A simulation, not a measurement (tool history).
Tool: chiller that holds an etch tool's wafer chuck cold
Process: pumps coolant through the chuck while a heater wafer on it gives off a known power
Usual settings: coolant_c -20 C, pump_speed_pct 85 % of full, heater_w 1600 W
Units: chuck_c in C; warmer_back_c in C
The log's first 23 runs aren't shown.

{"run": 24, "day": 64.412, "coolant_c": -14, "pump_speed_pct": 80, "heater_w": 2034, "chuck_c": 5.5, "warmer_back_c": 5.04}
{"run": 25, "day": 68.004, "coolant_c": -22, "pump_speed_pct": 85, "heater_w": 1600, "chuck_c": -7.5, "warmer_back_c": 3.69}
{"run": 26, "day": 71.525, "coolant_c": -11, "pump_speed_pct": 65, "heater_w": 1916, "chuck_c": 11.4, "warmer_back_c": 5.99}
{"run": 27, "day": 73.142, "coolant_c": -25, "pump_speed_pct": 85, "heater_w": 1600, "chuck_c": -10.4, "warmer_back_c": 3.69}
{"run": 28, "day": 76.517, "coolant_c": -30, "pump_speed_pct": 85, "heater_w": 1600, "chuck_c": -15.2, "warmer_back_c": 3.75}
{"run": 29, "day": 79.208, "coolant_c": -30, "pump_speed_pct": 61, "heater_w": 1269, "chuck_c": -14.1, "warmer_back_c": 4.2}
{"run": 30, "day": 81.862, "coolant_c": -20, "pump_speed_pct": 85, "heater_w": 1210, "chuck_c": -8.8, "warmer_back_c": 2.82}
{"run": 31, "day": 84.492, "coolant_c": -18, "pump_speed_pct": 72, "heater_w": 1277, "chuck_c": -4.3, "warmer_back_c": 3.57}

4 ways to go on from here, each from the tool as it stands after run 31. What would each give?
{"run": "A", "day": 86.546, "coolant_c": -18, "pump_speed_pct": 72, "heater_w": 2302, "chuck_c": "?", "warmer_back_c": "?"}
{"run": "B", "day": 86.546, "coolant_c": -23, "pump_speed_pct": 85, "heater_w": 2159, "chuck_c": "?", "warmer_back_c": "?"}
{"run": "C", "day": 86.546, "coolant_c": -13, "pump_speed_pct": 87, "heater_w": 1556, "chuck_c": "?", "warmer_back_c": "?"}
{"run": "D", "day": 86.546, "coolant_c": -12, "pump_speed_pct": 72, "heater_w": 1277, "chuck_c": "?", "warmer_back_c": "?"}

run=A chuck_c=7.0 warmer_back_c=6.49
run=B chuck_c=-2.8 warmer_back_c=5.05
run=C chuck_c=1.2 warmer_back_c=3.52
run=D chuck_c=1.9 warmer_back_c=3.60
Without the tool's hidden state the same runs would have given:
run=A chuck_c=4.0 warmer_back_c=6.13
run=B chuck_c=-5.2 warmer_back_c=4.76
run=C chuck_c=-0.6 warmer_back_c=3.32
run=D chuck_c=0.2 warmer_back_c=3.39
